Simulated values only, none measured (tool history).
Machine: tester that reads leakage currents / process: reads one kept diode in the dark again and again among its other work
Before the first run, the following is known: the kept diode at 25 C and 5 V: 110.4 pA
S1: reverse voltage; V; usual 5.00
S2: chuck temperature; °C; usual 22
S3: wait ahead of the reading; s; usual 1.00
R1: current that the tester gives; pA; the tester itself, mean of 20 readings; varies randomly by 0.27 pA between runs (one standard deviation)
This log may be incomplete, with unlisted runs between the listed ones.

run,hour,S1,S2,S3,R1
1,0.0,5.00,22,1.00,96.30
2,60.0,5.00,22,1.00,97.01
3,115.3,5.00,22,1.00,97.06
4,151.1,5.00,22,1.00,97.02
5,201.8,5.00,37,1.00,275.09
6,232.7,5.00,37,1.00,275.04
7,265.7,4.91,22,2.14,97.47
# hour 272.8: tester calibrated
8,304.3,4.91,22,2.14,96.76
9,364.7,5.00,22,7.81,97.50
10,418.2,5.00,46,1.49,504.84
11,456.8,5.00,46,1.49,503.97
12,483.2,5.00,46,1.49,502.94

4 ways to go on from here, each from the tool as it stands after run 12. What would each give?
A,509.3,1.24,44,3.40,?
B,509.3,5.00,46,7.90,?
C,509.3,5.00,53,2.53,?
D,509.3,1.98,46,1.49,?

run,R1
A,256.69
B,503.80
C,787.89
D,353.34
The same runs, with their run-to-run variation unchanged, on a tool lacking any hidden condition would have given:
run,R1
A,246.80
B,481.03
C,757.57
D,339.51
